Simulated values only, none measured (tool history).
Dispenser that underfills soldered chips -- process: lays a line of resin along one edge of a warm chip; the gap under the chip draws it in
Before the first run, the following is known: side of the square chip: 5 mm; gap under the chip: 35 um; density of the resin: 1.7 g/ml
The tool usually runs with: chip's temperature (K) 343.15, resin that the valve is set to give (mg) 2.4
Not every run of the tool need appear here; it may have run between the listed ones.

run	hour	chip's temperature (K)	resin that the valve is set to give (mg)	time until the resin shows at the far edge (s)	resin that the valve gave (mg)
1	0	343.15	2.4	21.5	2.385
# hour 5.3: new syringe of resin
2	11	343.15	2.4	20.1	2.378
3	15.9	343.15	2.4	22.8	2.375
# hour 18: new syringe of resin
4	26.9	343.15	2.4	22.7	2.369
# hour 30.7: new syringe of resin
5	33.6	351.15	2.4	12.6	2.37
# hour 43.4: new syringe of resin
6	43.6	351.15	2.4	12.5	2.362
7	48.6	343.15	2.23	19.9	2.195
# hour 55.8: new syringe of resin
8	59.6	343.15	2.4	18.5	2.355
9	65.1	343.15	2.4	21.9	2.356
# hour 68.3: new syringe of resin
10	75.2	343.15	2.4	21	2.354
# hour 80.7: new syringe of resin
11	83.4	343.15	2.4	18	2.349
12	90.2	343.15	2.4	22	2.345
# hour 93: new syringe of resin
13	99.9	343.15	2.4	20.3	2.335
# hour 105.7: new syringe of resin
14	105.7	343.15	2.15	17.7	2.092
15	116.1	343.15	2.15	23.3	2.094
# hour 118.3: new syringe of resin
16	127.1	343.15	2.15	22.1	2.083
# hour 130.8: new syringe of resin
# hour 134.2: dispensing valve cleaned and set on the balance
17	136.9	334.15	2.15	28.9	2.141
18	142	337.15	2.78	28.7	2.766
# hour 144: new syringe of resin
19	151.9	337.15	2.78	27.3	2.764
# hour 156.6: new syringe of resin
20	162.8	337.15	2.78	25.4	2.763
# hour 168.9: new syringe of resin
21	170.7	337.15	2.78	23.6	2.763
22	180.3	337.15	2.37	30.7	2.347
# hour 181.3: new syringe of resin
23	190	340.15	2.57	24.3	2.533
# hour 194.2: new syringe of resin
24	200.9	340.15	2.57	22.4	2.533
# hour 206.8: new syringe of resin
25	208.9	343.15	2.48	18.3	2.438
26	218	351.15	2.4	16.3	2.358
# hour 219.6: new syringe of resin
27	224.9	349.15	2.34	15.7	2.295
# hour 232: new syringe of resin
28	235.3	341.15	2.97	20.6	2.907
29	243.2	339.15	2.15	28.7	2.104
# hour 245: new syringe of resin
30	253	352.15	2.36	14.2	2.304
# hour 257.7: new syringe of resin
31	260.6	332.15	2.46	29.9	2.402
32	269	336.15	2.89	31.5	2.809
# hour 270.6: new syringe of resin
33	277.6	351.15	2.66	14.3	2.588
# hour 283.3: new syringe of resin
34	289	330.15	2.4	34.9	2.325

Subtracting, for every run, the result it would have given without the tool's unlogged condition from the measured result gives the following. The same run-to-run variation enters both numbers; the gauge's scatter may not:
Hidden conditions of the tool in this case: resin's viscosity, % of fresh resin's; dose that the valve gives, % of what is set; true chip temperature over the reading, C; drift of the gauge itself on fill_s, %; drift of the gauge itself on given_mg, %.
run	time until the resin shows at the far edge (s)	resin that the valve gave (mg)
1	+3.8	-0.016
2	+2.8	-0.02
3	+5.8	-0.023
4	+5	-0.027
5	+0.9	-0.03
6	+0	-0.034
7	+2.6	-0.034
8	+1.7	-0.041
9	+4.7	-0.044
10	+3.8	-0.047
11	+1.1	-0.051
12	+5	-0.054
13	+3.3	-0.058
14	+0.1	-0.054
15	+6.1	-0.059
16	+5.1	-0.063
17	+3.4	-0.009
18	+6.8	-0.014
19	+4.9	-0.019
20	+3.3	-0.024
21	+0.9	-0.028
22	+8.4	-0.028
23	+5	-0.035
24	+3.6	-0.04
25	+0.9	-0.042
26	+4.3	-0.046
27	+2.2	-0.047
28	+1.8	-0.066
29	+7.8	-0.051
30	+2.6	-0.06
31	+1.8	-0.066
32	+8.2	-0.081
33	+2.3	-0.079
34	+4.7	-0.076
